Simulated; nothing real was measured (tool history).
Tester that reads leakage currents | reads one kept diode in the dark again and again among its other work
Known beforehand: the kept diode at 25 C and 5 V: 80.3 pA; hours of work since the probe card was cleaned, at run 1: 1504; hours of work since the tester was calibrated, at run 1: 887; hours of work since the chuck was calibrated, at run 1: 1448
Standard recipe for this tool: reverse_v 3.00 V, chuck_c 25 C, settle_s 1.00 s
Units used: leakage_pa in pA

run,hour,reverse_v,chuck_c,settle_s,hours of work since the probe card was cleaned,hours of work since the tester was calibrated,hours of work since the chuck was calibrated,leakage_pa
1,0.0,3.00,25,1.00,1504,887,1448,51.59
2,34.6,3.00,42,1.00,1530,914,1474,214.67
3,63.1,3.00,57,1.00,1551,935,1495,695.86
# hour 98.1: chuck's temperature calibrated
4,119.1,3.00,25,0.47,1592,976,16,64.16
5,150.9,3.00,25,0.47,1616,1000,40,64.26
6,206.6,18.14,25,1.00,1658,1042,82,187.64
7,241.4,3.00,25,1.00,1684,1068,108,62.22
8,282.1,3.00,25,1.00,1715,1099,139,62.11
9,335.2,3.00,36,1.00,1755,1139,179,156.82
10,381.3,3.00,25,2.05,1790,1174,214,61.34
# hour 387.9: probe card cleaned and baked
11,415.2,3.00,25,2.05,21,1197,237,62.85
12,465.9,11.02,44,3.47,59,1235,275,639.29
13,513.2,11.02,57,0.59,95,1271,311,1716.99
14,556.1,11.02,57,0.59,127,1303,343,1704.61
15,581.0,1.87,25,8.59,146,1322,362,46.36

Branching from run 15: 3 alternative next runs. What would each branch give?
A,610.0,3.70,44,1.86,168,1344,384,?
B,610.0,10.09,25,8.59,168,1344,384,?
C,610.0,13.99,25,5.15,168,1344,384,?

run,leakage_pa
A,334.08
B,130.50
C,159.31
With no hidden state in the tool, these same runs would have given:
run,leakage_pa
A,344.55
B,121.77
C,146.17

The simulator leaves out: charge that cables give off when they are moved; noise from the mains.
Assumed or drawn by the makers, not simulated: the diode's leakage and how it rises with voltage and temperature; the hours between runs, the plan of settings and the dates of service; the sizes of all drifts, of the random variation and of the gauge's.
